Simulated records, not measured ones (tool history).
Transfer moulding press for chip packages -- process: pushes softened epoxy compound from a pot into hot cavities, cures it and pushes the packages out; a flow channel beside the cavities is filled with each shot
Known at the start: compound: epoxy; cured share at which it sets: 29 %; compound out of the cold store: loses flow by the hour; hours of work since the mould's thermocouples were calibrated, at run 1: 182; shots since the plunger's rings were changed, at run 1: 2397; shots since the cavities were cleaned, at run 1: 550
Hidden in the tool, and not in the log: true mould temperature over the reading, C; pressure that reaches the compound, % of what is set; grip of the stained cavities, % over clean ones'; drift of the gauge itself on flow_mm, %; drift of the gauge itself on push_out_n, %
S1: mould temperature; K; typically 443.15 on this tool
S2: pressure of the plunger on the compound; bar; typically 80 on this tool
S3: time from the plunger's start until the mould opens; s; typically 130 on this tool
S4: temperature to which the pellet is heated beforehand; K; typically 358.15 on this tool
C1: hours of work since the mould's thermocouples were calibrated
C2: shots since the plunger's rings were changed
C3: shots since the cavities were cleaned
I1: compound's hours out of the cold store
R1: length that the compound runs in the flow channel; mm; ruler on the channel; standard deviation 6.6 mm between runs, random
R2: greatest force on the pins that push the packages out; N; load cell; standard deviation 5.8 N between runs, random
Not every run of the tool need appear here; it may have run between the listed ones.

run,day,S1,S2,S3,S4,C1,C2,C3,I1,R1,R2
1,0,443.15,80,130,358.15,182,2397,550,34.7,810,303
# day 0.962: cavities cleaned with cleaning compound and waxed
2,1.012,443.15,80,130,358.15,192,2545,8,47.7,759,348
3,1.958,443.15,80,130,358.15,202,2693,156,9.4,898,380
4,2.479,443.15,80,130,358.15,208,2774,237,13.9,886,343
5,3.371,443.15,80,130,358.15,217,2913,376,43.4,772,355
6,3.992,443.15,80,130,358.15,224,3010,473,34.2,802,344
# day 4.246: cavities cleaned with cleaning compound and waxed, once more
7,4.771,443.15,70.2,130,358.15,232,3121,81,14.1,825,244
8,5.567,443.15,70.2,130,358.15,240,3246,206,15,812,261
9,6.429,443.15,70.2,130,358.15,250,3380,340,25.4,787,287
10,6.875,443.15,70.2,130,358.15,254,3450,410,35.5,739,295
11,7.45,443.15,78.3,130,358.15,261,3540,500,16.8,851,309
12,8.379,443.15,78.3,130,358.15,271,3685,645,44.4,759,314
# day 8.754: cavities cleaned with cleaning compound and waxed
13,9.292,443.15,80,130,358.15,280,3817,84,29.9,800,231

Expected results for the next run?
14,10.2,443.15,80,130,358.15,289,3958,225,27,?,?

R1: 811 mm
R2: 279 N
If the tool had no hidden condition, the same run with the same run-to-run variation would have returned R1 876 mm, R2 214 N.
